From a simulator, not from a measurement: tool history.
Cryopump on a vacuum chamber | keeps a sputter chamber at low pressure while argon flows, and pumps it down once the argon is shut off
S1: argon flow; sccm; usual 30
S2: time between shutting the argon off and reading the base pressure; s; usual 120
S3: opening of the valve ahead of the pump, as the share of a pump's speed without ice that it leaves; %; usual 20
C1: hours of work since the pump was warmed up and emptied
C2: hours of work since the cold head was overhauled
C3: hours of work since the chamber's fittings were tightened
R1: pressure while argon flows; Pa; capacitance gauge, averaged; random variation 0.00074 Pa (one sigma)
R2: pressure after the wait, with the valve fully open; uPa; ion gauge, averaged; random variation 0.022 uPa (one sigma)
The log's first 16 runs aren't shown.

run 17 day=23.888 | S1=30 S2=40 S3=20 | C1=55 C2=385 C3=236 | R1=0.1368 R2=1.51
run 18 day=24.883 | S1=30 S2=120 S3=55 | C1=72 C2=401 C3=252 | R1=0.0513 R2=0.79
run 19 day=25.954 | S1=56 S2=29 S3=37 | C1=89 C2=418 C3=270 | R1=0.1429 R2=1.99
run 20 day=27.538 | S1=30 S2=201 S3=31 | C1=114 C2=444 C3=295 | R1=0.0902 R2=0.62
run 21 day=28.583 | S1=54 S2=22 S3=20 | C1=131 C2=461 C3=312 | R1=0.2511 R2=2.61
run 22 day=29.571 | S1=14 S2=47 S3=17 | C1=147 C2=477 C3=328 | R1=0.0764 R2=1.48
run 23 day=31.479 | S1=14 S2=47 S3=17 | C1=178 C2=508 C3=359 | R1=0.0770 R2=1.50
run 24 day=32.879 | S1=14 S2=47 S3=17 | C1=201 C2=530 C3=381 | R1=0.0782 R2=1.53
run 25 day=34.671 | S1=16 S2=23 S3=32 | C1=230 C2=559 C3=410 | R1=0.0497 R2=2.64
run 26 day=35.867 | S1=16 S2=23 S3=32 | C1=249 C2=578 C3=430 | R1=0.0493 R2=2.71

Run 27 comes next. What will it give?
run 27 day=37.725 | S1=16 S2=23 S3=32 | C1=279 C2=608 C3=460 | R1=? R2=?

Run 27 gave R1 0.0508 Pa, R2 2.66 uPa.
Without the tool's hidden state the same run would have given R1 0.0445 Pa, R2 2.11 uPa.
